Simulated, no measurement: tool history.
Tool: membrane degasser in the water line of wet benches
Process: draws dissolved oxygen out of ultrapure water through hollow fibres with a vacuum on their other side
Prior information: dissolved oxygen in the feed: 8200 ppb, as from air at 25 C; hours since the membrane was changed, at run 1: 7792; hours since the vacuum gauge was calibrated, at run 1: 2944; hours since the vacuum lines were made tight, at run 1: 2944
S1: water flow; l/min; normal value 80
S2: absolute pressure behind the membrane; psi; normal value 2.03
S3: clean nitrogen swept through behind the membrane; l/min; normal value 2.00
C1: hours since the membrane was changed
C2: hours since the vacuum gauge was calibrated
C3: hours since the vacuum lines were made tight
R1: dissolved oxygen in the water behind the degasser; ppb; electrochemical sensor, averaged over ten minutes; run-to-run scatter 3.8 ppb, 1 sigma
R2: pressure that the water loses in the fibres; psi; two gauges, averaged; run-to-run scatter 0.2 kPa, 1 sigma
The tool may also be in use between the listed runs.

run    hour   S1    S2    S3     C1    C2    C3      R1     R2
  1     0.0   80  2.03  2.00   7792  2944  2944   791.7  6.612
  2   252.2   80  2.03  2.00   8044  3196  3196   795.6  6.625
  3   479.3   80  2.03  2.00   8271  3424  3424   796.8  6.634
  4   670.4   55  2.03  2.00   8462  3615  3615   599.9  4.544
  5   853.4   55  2.03  2.00   8645  3798  3798   594.7  4.545
  6  1146.3   55  1.90  2.00   8938  4091  4091   550.0  4.531
  7  1332.3   55  1.90  2.00   9124  4277  4277   549.8  4.518
  8  1610.0   55  1.90  2.00   9402  4554  4554   550.9  4.503
  9  1877.3   80  1.51  2.00   9669  4822  4822   548.4  6.532
 10  2117.6   80  1.51  2.00   9909  5062  5062   544.3  6.583
 11  2275.6   80  1.51  2.00  10067  5220  5220   549.4  6.556
 12  2567.9   80  1.51  2.00  10359  5512  5512   547.0  6.563
 13  2694.2   80  1.51  0.90  10486  5638  5638   958.5  6.548
 14  2869.7   80  1.51  0.90  10661  5814  5814   954.6  6.444
 15  3081.5   80  2.03  2.00  10873  6026  6026   796.6  6.535
 16  3288.4   80  2.03  2.00  11080  6233  6233   800.2  6.528
 17  3525.7   80  2.03  2.00  11317  6470  6470   794.8  6.498
     3771.5  -- seals of the vacuum lines changed
 18  3771.5  111  2.71  2.00  11561  6714     0  1409.1  8.982
 19  4011.4  111  2.71  2.00  11801  6954   240  1399.1  9.029
 20  4224.6  111  2.71  4.69  12014  7167   453   747.4  8.924
     4435.7  -- gauge calibrated
 21  4486.2   72  1.67  4.91  12276  7428   715   272.5  5.971
 22  4745.9   58  3.39  1.84  12535  7688   974  1164.1  4.766
 23  4938.0   80  4.02  1.57  12728  7880  1167  1928.0  6.641
 24  5064.6  101  1.29  1.57  12854  8007  1293   624.0  8.373
 25  5192.7   97  1.29  1.57  12982  8135  1421   607.6  8.054
 26  5466.2   59  1.29  2.06  13256  8408  1695   336.3  4.863
 27  5636.5   80  2.12  1.13  13426  8579  1865  1252.5  6.524
 28  5806.9   80  2.12  1.13  13596  8749  2035  1247.6  6.627
     5847.4  -- vacuum gauge calibrated
 29  6038.5   80  2.12  1.13  13827   191  2266  1242.1  6.564
 30  6242.2   90  1.57  1.13  14031   395  2470   935.3  7.382
 31  6397.7   53  1.28  2.00  14187   550  2626   308.2  4.299
 32  6548.6   53  2.07  2.00  14338   701  2777   593.4  4.306

The logged runs with the hidden state left out (each run's random variation unchanged):
The tool's hidden condition here consists of: membrane still open, %; true pressure behind the membrane over the reading, kPa; air that leaks in behind the membrane, l/min; drift of the gauge itself on oxygen_ppb, %; drift of the gauge itself on loss_of_pressure_kpa, %.
run     R2
  1  6.609
  2  6.633
  3  6.651
  4  4.561
  5  4.569
  6  4.563
  7  4.554
  8  4.547
  9  6.608
 10  6.669
 11  6.649
 12  6.669
 13  6.659
 14  6.562
 15  6.663
 16  6.663
 17  6.643
 18  9.200
 19  9.259
 20  9.165
 21  5.970
 22  4.772
 23  6.659
 24  8.402
 25  8.087
 26  4.891
 27  6.569
 28  6.680
 29  6.627
 30  7.464
 31  4.351
 32  4.363
R1: at most 0.6 ppb away from the measurement, every run.
